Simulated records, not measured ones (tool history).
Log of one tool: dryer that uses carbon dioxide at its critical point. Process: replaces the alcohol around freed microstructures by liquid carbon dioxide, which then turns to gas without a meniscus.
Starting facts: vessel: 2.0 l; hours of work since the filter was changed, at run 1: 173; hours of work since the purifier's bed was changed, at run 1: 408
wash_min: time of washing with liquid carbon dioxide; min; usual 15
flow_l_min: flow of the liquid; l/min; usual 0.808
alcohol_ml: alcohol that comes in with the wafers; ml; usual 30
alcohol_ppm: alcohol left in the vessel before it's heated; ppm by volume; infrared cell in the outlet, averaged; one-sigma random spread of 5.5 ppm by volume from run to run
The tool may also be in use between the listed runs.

| run | hour | wash_min | flow_l_min | alcohol_ml | hours of work since the filter was changed | hours of work since the purifier's bed was changed | alcohol_ppm |
|---|---|---|---|---|---|---|---|
| 1 | 0.0 | 15 | 0.808 | 30 | 173 | 408 | 282 |
| 2 | 56.4 | 15 | 0.808 | 30 | 201 | 435 | 301 |
| 3 | 99.5 | 15 | 0.808 | 30 | 222 | 456 | 323 |
|  | 103.2 | inlet filter changed |
| 4 | 149.2 | 15 | 0.808 | 30 | 22 | 480 | 231 |
| 5 | 175.1 | 15 | 0.808 | 30 | 35 | 492 | 244 |
| 6 | 230.6 | 15 | 0.808 | 30 | 62 | 519 | 246 |
| 7 | 284.1 | 15 | 0.808 | 30 | 88 | 545 | 252 |
| 8 | 311.9 | 15 | 0.808 | 30 | 101 | 559 | 280 |
| 9 | 351.9 | 15 | 0.808 | 71 | 121 | 578 | 557 |
|  | 357.2 | purifier's bed changed |
| 10 | 396.8 | 15 | 0.808 | 71 | 141 | 19 | 497 |
| 11 | 436.9 | 10 | 0.808 | 71 | 160 | 39 | 2128 |
| 12 | 473.9 | 10 | 0.808 | 71 | 178 | 57 | 2178 |
| 13 | 523.7 | 10 | 0.808 | 71 | 203 | 81 | 2227 |
|  | 565.0 | inlet filter changed |
| 14 | 565.0 | 20 | 0.808 | 30 | 0 | 100 | 51 |
| 15 | 599.1 | 20 | 0.808 | 30 | 17 | 117 | 62 |
| 16 | 642.7 | 20 | 0.808 | 30 | 38 | 138 | 70 |
| 17 | 693.4 | 20 | 0.808 | 32 | 62 | 163 | 75 |
| 18 | 722.4 | 20 | 0.808 | 32 | 76 | 177 | 73 |
| 19 | 749.7 | 20 | 0.808 | 32 | 90 | 190 | 80 |
| 20 | 774.0 | 20 | 0.808 | 32 | 101 | 202 | 93 |
| 21 | 800.1 | 20 | 0.808 | 20 | 114 | 214 | 72 |
| 22 | 843.8 | 20 | 0.808 | 56 | 135 | 236 | 135 |
| 23 | 868.7 | 11 | 0.808 | 30 | 147 | 248 | 715 |
| 24 | 901.9 | 11 | 0.808 | 30 | 163 | 264 | 759 |
| 25 | 955.0 | 11 | 1.284 | 43 | 189 | 290 | 219 |
| 26 | 984.9 | 10 | 0.908 | 103 | 204 | 304 | 2538 |
|  | 1023.4 | inlet filter changed |
| 27 | 1030.0 | 10 | 0.908 | 103 | 3 | 326 | 1687 |
| 28 | 1079.1 | 10 | 0.908 | 103 | 27 | 349 | 1785 |
| 29 | 1135.6 | 15 | 0.804 | 53 | 54 | 377 | 362 |
| 30 | 1171.3 | 20 | 0.768 | 39 | 72 | 394 | 139 |
| 31 | 1214.3 | 20 | 0.768 | 39 | 93 | 415 | 140 |
| 32 | 1241.4 | 15 | 0.725 | 30 | 106 | 428 | 370 |
| 33 | 1265.8 | 15 | 0.854 | 33 | 118 | 440 | 244 |
| 34 | 1306.7 | 22 | 1.367 | 92 | 137 | 460 | 77 |
| 35 | 1351.8 | 22 | 0.597 | 53 | 159 | 482 | 340 |
| 36 | 1385.9 | 21 | 1.171 | 67 | 176 | 498 | 84 |
| 37 | 1422.0 | 15 | 0.544 | 30 | 193 | 516 | 1041 |
| 38 | 1462.0 | 15 | 0.544 | 30 | 213 | 535 | 1028 |
|  | 1484.0 | inlet filter changed |
| 39 | 1486.1 | 22 | 0.696 | 37 | 1 | 546 | 143 |
| 40 | 1542.5 | 10 | 0.696 | 84 | 28 | 574 | 3225 |
|  | 1556.0 | purifier's bed changed |
| 41 | 1577.6 | 15 | 0.808 | 49 | 44 | 10 | 274 |
| 42 | 1605.0 | 18 | 0.736 | 74 | 57 | 24 | 285 |
| 43 | 1643.4 | 18 | 0.736 | 74 | 76 | 42 | 307 |
| 44 | 1684.9 | 18 | 0.736 | 75 | 96 | 63 | 316 |
| 45 | 1735.1 | 18 | 0.736 | 75 | 120 | 87 | 346 |
| 46 | 1770.1 | 18 | 0.689 | 75 | 137 | 104 | 484 |
| 47 | 1814.5 | 18 | 0.689 | 75 | 159 | 125 | 493 |

What if the next run were any one of these 4? Each begins from the tool's condition after run 47:
| A | 1857.4 | 14 | 0.808 | 44 | 180 | 146 | ? |
| B | 1857.4 | 22 | 0.721 | 30 | 180 | 146 | ? |
| C | 1857.4 | 20 | 0.813 | 24 | 180 | 146 | ? |
| D | 1857.4 | 20 | 0.689 | 75 | 180 | 146 | ? |

| run | alcohol_ppm |
|---|---|
| A | 464 |
| B | 94 |
| C | 69 |
| D | 348 |
The same runs, with their run-to-run variation unchanged, on a tool lacking any hidden condition would have given:
| run | alcohol_ppm |
|---|---|
| A | 286 |
| B | 41 |
| C | 25 |
| D | 195 |
